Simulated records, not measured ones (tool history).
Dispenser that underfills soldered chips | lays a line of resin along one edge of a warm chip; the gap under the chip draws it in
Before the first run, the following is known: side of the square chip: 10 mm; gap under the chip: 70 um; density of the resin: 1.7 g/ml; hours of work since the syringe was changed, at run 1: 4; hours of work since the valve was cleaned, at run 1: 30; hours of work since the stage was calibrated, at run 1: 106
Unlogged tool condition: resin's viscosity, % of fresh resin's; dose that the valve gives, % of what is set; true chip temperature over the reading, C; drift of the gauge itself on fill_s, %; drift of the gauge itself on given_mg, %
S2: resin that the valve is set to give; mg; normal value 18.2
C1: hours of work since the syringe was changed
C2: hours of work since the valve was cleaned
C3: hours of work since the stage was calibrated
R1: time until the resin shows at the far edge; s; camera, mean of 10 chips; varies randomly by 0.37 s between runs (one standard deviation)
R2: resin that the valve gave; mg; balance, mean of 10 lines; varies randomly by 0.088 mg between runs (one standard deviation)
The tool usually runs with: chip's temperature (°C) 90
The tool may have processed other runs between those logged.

run 1 hour=0 | chip's_temperature_(°C)=90 S2=18.2 | C1=4 C2=30 C3=106 | R1=27.5 R2=17.81
run 2 hour=2.5 | chip's_temperature_(°C)=90 S2=22.8 | C1=6 C2=31 C3=107 | R1=30.3 R2=22.03
run 3 hour=6 | chip's_temperature_(°C)=90 S2=22.8 | C1=8 C2=33 C3=110 | R1=34.9 R2=22.22
-- hour=7.7 new syringe of resin
run 4 hour=10.6 | chip's_temperature_(°C)=100 S2=22.8 | C1=2 C2=36 C3=112 | R1=15.4 R2=22.12
run 5 hour=13.6 | chip's_temperature_(°C)=100 S2=22.8 | C1=4 C2=38 C3=114 | R1=17.2 R2=22.21
run 6 hour=19.5 | chip's_temperature_(°C)=100 S2=22.8 | C1=7 C2=41 C3=118 | R1=21.6 R2=21.9
-- hour=22.3 new syringe of resin
run 7 hour=24.1 | chip's_temperature_(°C)=100 S2=22.8 | C1=1 C2=44 C3=120 | R1=14.3 R2=22.16
run 8 hour=27.8 | chip's_temperature_(°C)=100 S2=22.8 | C1=3 C2=46 C3=122 | R1=16.5 R2=22.14
run 9 hour=30.3 | chip's_temperature_(°C)=90 S2=18.2 | C1=5 C2=48 C3=124 | R1=29 R2=17.54
run 10 hour=33.5 | chip's_temperature_(°C)=78 S2=21 | C1=7 C2=49 C3=126 | R1=55.3 R2=20.16
-- hour=36.8 new syringe of resin
run 11 hour=38.1 | chip's_temperature_(°C)=78 S2=21 | C1=1 C2=52 C3=128 | R1=37.9 R2=20.21
run 12 hour=44.1 | chip's_temperature_(°C)=87 S2=17.7 | C1=4 C2=56 C3=132 | R1=33.1 R2=16.95
run 13 hour=49.4 | chip's_temperature_(°C)=87 S2=17.7 | C1=8 C2=59 C3=135 | R1=40.8 R2=17.04
-- hour=51.4 new syringe of resin
run 14 hour=52.7 | chip's_temperature_(°C)=94 S2=17.7 | C1=1 C2=61 C3=137 | R1=19.3 R2=16.89
run 15 hour=56.4 | chip's_temperature_(°C)=87 S2=18.5 | C1=3 C2=63 C3=139 | R1=30 R2=17.69
run 16 hour=61.6 | chip's_temperature_(°C)=92 S2=21.5 | C1=6 C2=66 C3=142 | R1=28.4 R2=20.34
-- hour=66 new syringe of resin
run 17 hour=66 | chip's_temperature_(°C)=85 S2=18.2 | C1=0 C2=68 C3=145 | R1=27 R2=17.2
run 18 hour=69.2 | chip's_temperature_(°C)=85 S2=18.2 | C1=2 C2=70 C3=147 | R1=30.1 R2=17.35

Alternative continuations, all from the tool just after run 18; predict every row:
run A hour=73.3 | chip's_temperature_(°C)=84 S2=18.2 | C1=4 C2=73 C3=149 | R1=? R2=?
run B hour=73.3 | chip's_temperature_(°C)=85 S2=16 | C1=4 C2=73 C3=149 | R1=? R2=?
run C hour=73.3 | chip's_temperature_(°C)=78 S2=19.3 | C1=4 C2=73 C3=149 | R1=? R2=?

run=A R1=37.3 R2=17.29
run=B R1=37 R2=15.29
run=C R1=48.6 R2=18.28
With the hidden condition removed and each run's random variation left untouched, the same runs would have given:
run=A R1=28.6 R2=18.27
run=B R1=28.1 R2=16.15
run=C R1=37.3 R2=19.32
